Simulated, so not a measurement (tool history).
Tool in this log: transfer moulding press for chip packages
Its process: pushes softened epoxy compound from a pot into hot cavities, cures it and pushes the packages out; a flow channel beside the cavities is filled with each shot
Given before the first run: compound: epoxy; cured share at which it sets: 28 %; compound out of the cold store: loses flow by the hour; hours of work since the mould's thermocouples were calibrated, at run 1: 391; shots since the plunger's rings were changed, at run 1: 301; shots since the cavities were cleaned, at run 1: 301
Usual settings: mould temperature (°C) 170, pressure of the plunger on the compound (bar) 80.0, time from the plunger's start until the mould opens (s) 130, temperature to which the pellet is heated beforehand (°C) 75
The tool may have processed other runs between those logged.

run   hour  mould temperature (°C)  pressure of the plunger on the compound (bar)  time from the plunger's start until the mould opens (s)  temperature to which the pellet is heated beforehand (°C)  hours of work since the mould's thermocouples were calibrated  shots since the plunger's rings were changed  shots since the cavities were cleaned  incoming compound's hours out of the cold store  length that the compound runs in the flow channel (mm)  greatest force on the pins that push the packages out (N)
  1    0.0                     170                                           80.0                                                      130                                                         75                                                            391                                           301                                    301                                             25.3                                                     975                                                        525
  2   14.1                     170                                           63.9                                                      130                                                         75                                                            398                                           399                                    399                                             16.6                                                     908                                                        572
  3   38.5                     170                                           63.9                                                      130                                                         75                                                            409                                           567                                    567                                             41.1                                                     771                                                        505
  4   61.9                     170                                           63.9                                                      130                                                         75                                                            420                                           729                                    729                                              8.6                                                     965                                                        569
  5   85.7                     170                                           80.0                                                      130                                                         75                                                            431                                           893                                    893                                             47.1                                                     835                                                        506
      92.7  -- cavities cleaned with cleaning compound and waxed
  6  105.1                     170                                           80.0                                                      130                                                         75                                                            439                                          1017                                     86                                             26.0                                                     967                                                        534
  7  123.5                     170                                           80.0                                                      130                                                         75                                                            447                                          1144                                    213                                             41.4                                                     864                                                        542
  8  145.5                     173                                           80.0                                                      130                                                         75                                                            457                                          1296                                    365                                             36.4                                                     870                                                        464
  9  169.3                     170                                           80.0                                                      130                                                         75                                                            468                                          1460                                    529                                             33.1                                                     899                                                        530
 10  191.8                     170                                           94.8                                                      130                                                         75                                                            478                                          1615                                    684                                             35.6                                                     965                                                        512
 11  204.2                     170                                           94.8                                                      130                                                         75                                                            484                                          1701                                    770                                             20.0                                                    1072                                                        557
 12  221.3                     174                                           61.4                                                      137                                                         81                                                            492                                          1819                                    888                                             29.5                                                     809                                                        422
     228.8  -- cavities cleaned with cleaning compound and waxed
 13  244.5                     167                                           72.9                                                      130                                                         75                                                            502                                          1969                                    108                                             43.2                                                     832                                                        624
 14  259.9                     167                                           72.9                                                      130                                                         75                                                            509                                          2076                                    215                                             44.5                                                     830                                                        619
 15  274.8                     175                                           67.3                                                      113                                                         81                                                            516                                          2179                                    318                                             41.3                                                     764                                                        488
 16  296.2                     169                                           78.7                                                      130                                                         75                                                            525                                          2326                                    465                                             40.6                                                     883                                                        562
 17  318.7                     169                                           78.7                                                      130                                                         75                                                            536                                          2482                                    621                                             26.9                                                     946                                                        565
 18  341.5                     169                                           78.7                                                      130                                                         75                                                            546                                          2639                                    778                                             33.5                                                     900                                                        555
     365.7  -- cavities cleaned with cleaning compound and waxed
 19  365.7                     163                                           80.0                                                      130                                                         75                                                            556                                          2796                                      0                                             27.5                                                     971                                                        910
 20  383.8                     172                                           95.2                                                      130                                                         68                                                            565                                          2921                                    125                                             22.9                                                    1047                                                        493
 21  405.8                     172                                           95.2                                                      130                                                         68                                                            575                                          3073                                    277                                             24.1                                                    1030                                                        501

3 ways to go on from here, each from the tool as it stands after run 21. What would each give?
  A  432.2                     172                                           86.9                                                      159                                                         65                                                            587                                          3255                                    459                                             39.6                                                       ?                                                          ?
  B  432.2                     172                                           95.2                                                      137                                                         68                                                            587                                          3255                                    459                                             11.8                                                       ?                                                          ?
  C  432.2                     172                                           75.6                                                      151                                                         83                                                            587                                          3255                                    459                                             11.1                                                       ?                                                          ?

run  length that the compound runs in the flow channel (mm)  greatest force on the pins that push the packages out (N)
  A                                                     905                                                        427
  B                                                    1118                                                        469
  C                                                     994                                                        435
With the hidden condition removed and each run's random variation left untouched, the same runs would have given:
run  length that the compound runs in the flow channel (mm)  greatest force on the pins that push the packages out (N)
  A                                                     906                                                        421
  B                                                    1119                                                        463
  C                                                     995                                                        429
